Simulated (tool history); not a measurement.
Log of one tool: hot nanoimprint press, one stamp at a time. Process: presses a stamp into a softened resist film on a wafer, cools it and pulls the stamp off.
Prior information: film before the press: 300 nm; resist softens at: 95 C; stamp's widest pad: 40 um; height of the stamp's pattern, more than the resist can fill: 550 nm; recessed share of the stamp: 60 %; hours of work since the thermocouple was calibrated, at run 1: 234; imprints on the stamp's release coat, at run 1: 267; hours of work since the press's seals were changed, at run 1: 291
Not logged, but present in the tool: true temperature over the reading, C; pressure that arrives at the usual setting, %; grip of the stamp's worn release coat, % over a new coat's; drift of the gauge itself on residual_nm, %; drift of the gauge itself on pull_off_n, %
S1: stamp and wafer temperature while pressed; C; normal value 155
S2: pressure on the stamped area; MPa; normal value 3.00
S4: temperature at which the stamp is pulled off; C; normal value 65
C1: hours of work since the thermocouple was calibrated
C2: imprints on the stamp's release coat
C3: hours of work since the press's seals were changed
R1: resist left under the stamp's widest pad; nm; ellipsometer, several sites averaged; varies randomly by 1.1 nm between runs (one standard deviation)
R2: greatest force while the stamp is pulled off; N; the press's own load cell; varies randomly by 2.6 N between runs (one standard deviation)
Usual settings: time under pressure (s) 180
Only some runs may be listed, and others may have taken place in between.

Run 1, hour 0.0: usual settings; C1 234; C2 267; C3 291. Result: R1 153.7 nm, R2 124 N.
Run 2, hour 10.9: usual settings; C1 242; C2 329; C3 299. Result: R1 153.1 nm, R2 116 N.
Run 3, hour 21.2: usual settings but time under pressure (s) 290; C1 249; C2 388; C3 306. Result: R1 131.5 nm, R2 118 N.
Run 4, hour 35.2: usual settings; C1 259; C2 467; C3 316. Result: R1 154.0 nm, R2 124 N.
Run 5, hour 51.3: usual settings; C1 271; C2 559; C3 328. Result: R1 156.8 nm, R2 127 N.
Run 6, hour 67.8: usual settings but S4 56 C; C1 283; C2 653; C3 340. Result: R1 154.3 nm, R2 136 N.
Run 7, hour 79.7: usual settings but S2 2.74 MPa; C1 291; C2 720; C3 349. Result: R1 162.4 nm, R2 125 N.
Run 8, hour 96.3: usual settings but S2 2.74 MPa; C1 303; C2 815; C3 361. Result: R1 161.6 nm, R2 125 N.
Run 9, hour 111.3: usual settings but S2 2.74 MPa; C1 314; C2 900; C3 371. Result: R1 162.0 nm, R2 127 N.
Run 10, hour 128.0: usual settings but S2 2.74 MPa; C1 326; C2 995; C3 383. Result: R1 159.3 nm, R2 120 N.
Run 11, hour 141.0: usual settings but S1 158 C, S2 2.97 MPa; C1 336; C2 1068; C3 393. Result: R1 139.5 nm, R2 124 N.
Run 12, hour 154.7: usual settings but S1 153 C, S4 73 C; C1 346; C2 1146; C3 403. Result: R1 166.6 nm, R2 105 N.
Run 13, hour 169.8: usual settings but S1 163 C, time under pressure (s) 133, S4 53 C; C1 356; C2 1232; C3 414. Result: R1 127.8 nm, R2 145 N.
Run 14, hour 184.2: usual settings but S1 163 C, S2 2.83 MPa, time under pressure (s) 133, S4 53 C; C1 367; C2 1314; C3 424. Result: R1 134.6 nm, R2 151 N.
Run 15, hour 201.6: usual settings but S1 163 C, S2 2.83 MPa, time under pressure (s) 133, S4 53 C; C1 379; C2 1413; C3 437. Result: R1 133.9 nm, R2 147 N.
Run 16, hour 216.2: usual settings but S1 159 C, time under pressure (s) 160; C1 390; C2 1496; C3 447. Result: R1 140.3 nm, R2 127 N.
Run 17, hour 227.0: usual settings but S1 159 C, time under pressure (s) 113; C1 398; C2 1557; C3 455. Result: R1 157.2 nm, R2 121 N.
Run 18, hour 242.1: usual settings but S1 152 C, time under pressure (s) 120; C1 409; C2 1643; C3 466. Result: R1 192.7 nm, R2 123 N.
At hour 247.5: plate thermocouple calibrated.
Run 19, hour 261.5: usual settings but S1 145 C, time under pressure (s) 120, S4 54 C; C1 10; C2 1736; C3 478. Result: R1 233.9 nm, R2 141 N.

4 ways to go on from here, each from the tool as it stands after run 19. What would each give?
Run A, hour 272.6: usual settings but S1 145 C, S2 4.10 MPa, time under pressure (s) 171, S4 59 C; C1 18; C2 1799; C3 486. Result: R1 ?, R2 ?.
Run B, hour 272.6: usual settings but S1 149 C, S2 1.96 MPa; C1 18; C2 1799; C3 486. Result: R1 ?, R2 ?.
Run C, hour 272.6: usual settings but S1 147 C, S2 2.37 MPa, time under pressure (s) 120, S4 54 C; C1 18; C2 1799; C3 486. Result: R1 ?, R2 ?.
Run D, hour 272.6: usual settings but S2 1.93 MPa; C1 18; C2 1799; C3 486. Result: R1 ?, R2 ?.

run     R1   R2
  A  192.2  134
  B  220.2  123
  C  238.0  143
  D  191.3  125
Had the tool no hidden state, the same runs would have come out as:
run     R1   R2
  A  192.2  133
  B  220.2  122
  C  238.0  142
  D  191.3  124
